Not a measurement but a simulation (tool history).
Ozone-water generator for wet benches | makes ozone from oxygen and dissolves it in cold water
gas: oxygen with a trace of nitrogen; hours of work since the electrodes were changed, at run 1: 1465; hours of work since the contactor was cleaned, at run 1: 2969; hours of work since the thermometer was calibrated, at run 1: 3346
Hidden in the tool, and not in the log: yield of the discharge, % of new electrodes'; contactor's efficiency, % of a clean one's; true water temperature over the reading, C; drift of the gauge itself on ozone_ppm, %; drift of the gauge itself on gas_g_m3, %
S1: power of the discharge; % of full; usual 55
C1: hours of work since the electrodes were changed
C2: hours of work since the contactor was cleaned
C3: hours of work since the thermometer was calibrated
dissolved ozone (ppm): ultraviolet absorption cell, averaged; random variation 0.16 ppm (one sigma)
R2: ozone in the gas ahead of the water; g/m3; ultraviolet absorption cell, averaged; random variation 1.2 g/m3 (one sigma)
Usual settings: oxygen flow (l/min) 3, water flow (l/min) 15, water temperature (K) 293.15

run 1 hour=0 | S1=55 oxygen_flow_(l/min)=3 water_flow_(l/min)=15 water_temperature_(K)=293.15 | C1=1465 C2=2969 C3=3346 | dissolved_ozone_(ppm)=21 R2=217.4
-- hour=48.6 water thermometer calibrated
run 2 hour=62.6 | S1=55 oxygen_flow_(l/min)=3 water_flow_(l/min)=15 water_temperature_(K)=293.15 | C1=1513 C2=3017 C3=11 | dissolved_ozone_(ppm)=21.2 R2=218.4
run 3 hour=153.7 | S1=55 oxygen_flow_(l/min)=3 water_flow_(l/min)=15 water_temperature_(K)=293.15 | C1=1583 C2=3087 C3=81 | dissolved_ozone_(ppm)=21.1 R2=215
run 4 hour=239.4 | S1=55 oxygen_flow_(l/min)=3 water_flow_(l/min)=15 water_temperature_(K)=293.15 | C1=1649 C2=3153 C3=147 | dissolved_ozone_(ppm)=21.2 R2=215.7
run 5 hour=288.4 | S1=55 oxygen_flow_(l/min)=3 water_flow_(l/min)=9 water_temperature_(K)=293.15 | C1=1687 C2=3191 C3=185 | dissolved_ozone_(ppm)=30.1 R2=216.4
run 6 hour=342.5 | S1=55 oxygen_flow_(l/min)=3 water_flow_(l/min)=9 water_temperature_(K)=293.15 | C1=1728 C2=3233 C3=227 | dissolved_ozone_(ppm)=30.2 R2=216.3
run 7 hour=384.7 | S1=55 oxygen_flow_(l/min)=3 water_flow_(l/min)=9 water_temperature_(K)=293.15 | C1=1761 C2=3265 C3=259 | dissolved_ozone_(ppm)=30.6 R2=216.4
run 8 hour=445.9 | S1=55 oxygen_flow_(l/min)=3 water_flow_(l/min)=15 water_temperature_(K)=293.15 | C1=1808 C2=3313 C3=306 | dissolved_ozone_(ppm)=21.3 R2=217.4
run 9 hour=528.1 | S1=55 oxygen_flow_(l/min)=3 water_flow_(l/min)=11 water_temperature_(K)=293.15 | C1=1872 C2=3376 C3=370 | dissolved_ozone_(ppm)=26.8 R2=217.5
run 10 hour=567.7 | S1=55 oxygen_flow_(l/min)=3 water_flow_(l/min)=15 water_temperature_(K)=296.15 | C1=1902 C2=3406 C3=400 | dissolved_ozone_(ppm)=20.5 R2=216.8
run 11 hour=652.4 | S1=55 oxygen_flow_(l/min)=4.3 water_flow_(l/min)=15 water_temperature_(K)=293.15 | C1=1967 C2=3472 C3=465 | dissolved_ozone_(ppm)=21.1 R2=178.5
run 12 hour=745.8 | S1=64 oxygen_flow_(l/min)=4.3 water_flow_(l/min)=15 water_temperature_(K)=293.15 | C1=2039 C2=3544 C3=537 | dissolved_ozone_(ppm)=23.1 R2=192.8
run 13 hour=828.3 | S1=49 oxygen_flow_(l/min)=4.3 water_flow_(l/min)=15 water_temperature_(K)=293.15 | C1=2103 C2=3607 C3=601 | dissolved_ozone_(ppm)=19.6 R2=165.4
run 14 hour=884.6 | S1=49 oxygen_flow_(l/min)=4.3 water_flow_(l/min)=15 water_temperature_(K)=293.15 | C1=2146 C2=3651 C3=644 | dissolved_ozone_(ppm)=19.5 R2=164.5
run 15 hour=947.8 | S1=55 oxygen_flow_(l/min)=3 water_flow_(l/min)=15 water_temperature_(K)=293.15 | C1=2195 C2=3699 C3=693 | dissolved_ozone_(ppm)=21.2 R2=218.9
run 16 hour=1041.3 | S1=55 oxygen_flow_(l/min)=3 water_flow_(l/min)=15 water_temperature_(K)=293.15 | C1=2267 C2=3771 C3=765 | dissolved_ozone_(ppm)=21.2 R2=219
run 17 hour=1091.5 | S1=55 oxygen_flow_(l/min)=3.17 water_flow_(l/min)=15 water_temperature_(K)=293.15 | C1=2306 C2=3810 C3=804 | dissolved_ozone_(ppm)=21.6 R2=210.7
run 18 hour=1147.1 | S1=55 oxygen_flow_(l/min)=3.17 water_flow_(l/min)=15 water_temperature_(K)=293.15 | C1=2349 C2=3853 C3=847 | dissolved_ozone_(ppm)=21.4 R2=212.5

Run 19 comes next. What will it give?
run 19 hour=1231.1 | S1=55 oxygen_flow_(l/min)=3.17 water_flow_(l/min)=15 water_temperature_(K)=293.15 | C1=2413 C2=3918 C3=911 | dissolved_ozone_(ppm)=? R2=?

{"run 19": {"dissolved ozone (ppm)": 21.3, "R2": 212.3}}
Without the tool's hidden state the same run would have given dissolved ozone (ppm) 21.3, R2 209.5 g/m3.
